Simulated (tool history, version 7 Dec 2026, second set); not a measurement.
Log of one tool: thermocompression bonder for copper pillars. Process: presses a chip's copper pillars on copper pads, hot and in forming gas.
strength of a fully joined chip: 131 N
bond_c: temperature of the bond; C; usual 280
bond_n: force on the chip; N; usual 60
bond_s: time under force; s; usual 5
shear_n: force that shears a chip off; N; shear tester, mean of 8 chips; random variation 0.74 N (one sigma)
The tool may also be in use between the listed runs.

| run | day | bond_c | bond_n | bond_s | shear_n |
|---|---|---|---|---|---|
| 1 | 0 | 280 | 60 | 5 | 54.7 |
| 2 | 0.2 | 280 | 60 | 5 | 55.5 |
| 3 | 0.596 | 280 | 60 | 5 | 53.4 |
|  | 0.996 | forming gas filter changed |
| 4 | 1.012 | 280 | 60 | 5 | 58.4 |
| 5 | 1.242 | 280 | 60 | 5 | 57.8 |
| 6 | 1.671 | 280 | 60 | 5 | 58.5 |
| 7 | 1.896 | 280 | 60 | 5 | 58.1 |
| 8 | 2.229 | 280 | 60 | 5 | 57.8 |
| 9 | 2.608 | 280 | 60 | 5 | 58.3 |
| 10 | 3.021 | 280 | 47 | 5 | 50.3 |
| 11 | 3.229 | 294 | 60 | 5 | 70.1 |
| 12 | 3.467 | 294 | 60 | 5 | 70.4 |
| 13 | 3.871 | 294 | 60 | 5 | 68.7 |
| 14 | 4.104 | 280 | 60 | 8 | 67.7 |
| 15 | 4.358 | 260 | 60 | 5 | 41.1 |
| 16 | 4.671 | 260 | 60 | 5 | 40.8 |
| 17 | 4.996 | 260 | 60 | 5 | 41 |
| 18 | 5.329 | 280 | 60 | 5 | 56.6 |
| 19 | 5.775 | 280 | 60 | 5 | 55.6 |
| 20 | 5.971 | 280 | 60 | 5 | 57.9 |
| 21 | 6.371 | 280 | 60 | 3 | 47.4 |
| 22 | 6.646 | 280 | 81 | 10 | 80.5 |
| 23 | 7.092 | 280 | 43 | 3 | 37.3 |
| 24 | 7.279 | 280 | 43 | 3 | 37.7 |
| 25 | 7.704 | 252 | 54 | 7 | 37.1 |
|  | 7.808 | force cell calibrated |
| 26 | 7.958 | 304 | 66 | 4 | 74.3 |
| 27 | 8.217 | 307 | 81 | 10 | 103.5 |
|  | 8.417 | forming gas filter changed |
| 28 | 8.633 | 307 | 81 | 10 | 109.8 |
| 29 | 8.867 | 268 | 77 | 9 | 70 |
| 30 | 9.092 | 283 | 60 | 3 | 51.2 |
|  | 9.396 | force cell calibrated, once more |
| 31 | 9.479 | 260 | 60 | 9 | 54.6 |
| 32 | 9.9 | 287 | 44 | 8 | 64.9 |
| 33 | 10.175 | 287 | 44 | 8 | 64.7 |
| 34 | 10.488 | 309 | 43 | 10 | 88.4 |
| 35 | 10.871 | 259 | 43 | 8 | 40 |
| 36 | 11.317 | 280 | 60 | 10 | 73.5 |
| 37 | 11.7 | 280 | 60 | 10 | 74.3 |
| 38 | 12.104 | 280 | 60 | 10 | 71.9 |
| 39 | 12.496 | 280 | 68 | 6 | 65.2 |
| 40 | 12.8 | 266 | 68 | 6 | 54.2 |
| 41 | 13.108 | 279 | 53 | 6 | 57.3 |

3 ways to go on from here, each from the tool as it stands after run 41. What would each give?
| A | 13.517 | 251 | 60 | 14 | ? |
| B | 13.517 | 280 | 37 | 5 | ? |
| C | 13.517 | 302 | 69 | 6 | ? |

| run | shear_n |
|---|---|
| A | 52 |
| B | 42.5 |
| C | 86.1 |
Without the tool's hidden state the same runs would have given:
| run | shear_n |
|---|---|
| A | 48.4 |
| B | 39.8 |
| C | 84 |
